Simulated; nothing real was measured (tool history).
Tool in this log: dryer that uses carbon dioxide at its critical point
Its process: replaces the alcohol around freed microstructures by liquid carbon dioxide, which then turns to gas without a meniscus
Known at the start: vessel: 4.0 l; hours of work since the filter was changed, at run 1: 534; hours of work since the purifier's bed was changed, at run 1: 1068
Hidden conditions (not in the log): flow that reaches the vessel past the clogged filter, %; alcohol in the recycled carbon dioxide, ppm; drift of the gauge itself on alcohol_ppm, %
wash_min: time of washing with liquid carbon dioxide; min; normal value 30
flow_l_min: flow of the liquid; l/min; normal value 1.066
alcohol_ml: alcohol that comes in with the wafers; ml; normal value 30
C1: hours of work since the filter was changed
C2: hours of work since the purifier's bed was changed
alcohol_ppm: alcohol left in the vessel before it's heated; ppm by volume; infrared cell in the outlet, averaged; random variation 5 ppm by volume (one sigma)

run 1 hour=0.0 | wash_min=30 flow_l_min=1.066 alcohol_ml=30 | C1=534 C2=1068 | alcohol_ppm=216
-- hour=6.0 inlet filter changed
run 2 hour=20.0 | wash_min=30 flow_l_min=1.066 alcohol_ml=55 | C1=10 C2=1082 | alcohol_ppm=223
run 3 hour=50.3 | wash_min=30 flow_l_min=1.066 alcohol_ml=30 | C1=33 C2=1104 | alcohol_ppm=218
-- hour=65.8 purifier's bed changed
run 4 hour=90.1 | wash_min=30 flow_l_min=1.066 alcohol_ml=30 | C1=60 C2=18 | alcohol_ppm=20
run 5 hour=129.3 | wash_min=30 flow_l_min=1.066 alcohol_ml=42 | C1=89 C2=47 | alcohol_ppm=44
run 6 hour=163.1 | wash_min=30 flow_l_min=1.066 alcohol_ml=30 | C1=114 C2=72 | alcohol_ppm=38
run 7 hour=194.0 | wash_min=30 flow_l_min=1.066 alcohol_ml=30 | C1=137 C2=95 | alcohol_ppm=36
run 8 hour=219.5 | wash_min=30 flow_l_min=1.066 alcohol_ml=32 | C1=155 C2=113 | alcohol_ppm=40
run 9 hour=244.1 | wash_min=41 flow_l_min=1.066 alcohol_ml=36 | C1=173 C2=132 | alcohol_ppm=28
run 10 hour=264.3 | wash_min=41 flow_l_min=1.066 alcohol_ml=36 | C1=188 C2=146 | alcohol_ppm=38
run 11 hour=283.5 | wash_min=41 flow_l_min=1.066 alcohol_ml=36 | C1=203 C2=161 | alcohol_ppm=39
run 12 hour=301.7 | wash_min=33 flow_l_min=0.850 alcohol_ml=49 | C1=216 C2=174 | alcohol_ppm=105
run 13 hour=335.6 | wash_min=24 flow_l_min=1.340 alcohol_ml=25 | C1=241 C2=199 | alcohol_ppm=57
run 14 hour=359.5 | wash_min=48 flow_l_min=1.720 alcohol_ml=30 | C1=259 C2=217 | alcohol_ppm=42
run 15 hour=383.6 | wash_min=30 flow_l_min=0.850 alcohol_ml=109 | C1=276 C2=234 | alcohol_ppm=307

Here are 3 independent what-if runs from the current tool condition. What would each one return?
run A hour=402.5 | wash_min=30 flow_l_min=0.850 alcohol_ml=30 | C1=290 C2=248 | alcohol_ppm=?
run B hour=402.5 | wash_min=31 flow_l_min=0.850 alcohol_ml=109 | C1=290 C2=248 | alcohol_ppm=?
run C hour=402.5 | wash_min=19 flow_l_min=0.850 alcohol_ml=55 | C1=290 C2=248 | alcohol_ppm=?

run=A alcohol_ppm=117
run=B alcohol_ppm=263
run=C alcohol_ppm=763
Without the tool's unlogged condition, the same runs would have read:
run=A alcohol_ppm=53
run=B alcohol_ppm=155
run=C alcohol_ppm=585

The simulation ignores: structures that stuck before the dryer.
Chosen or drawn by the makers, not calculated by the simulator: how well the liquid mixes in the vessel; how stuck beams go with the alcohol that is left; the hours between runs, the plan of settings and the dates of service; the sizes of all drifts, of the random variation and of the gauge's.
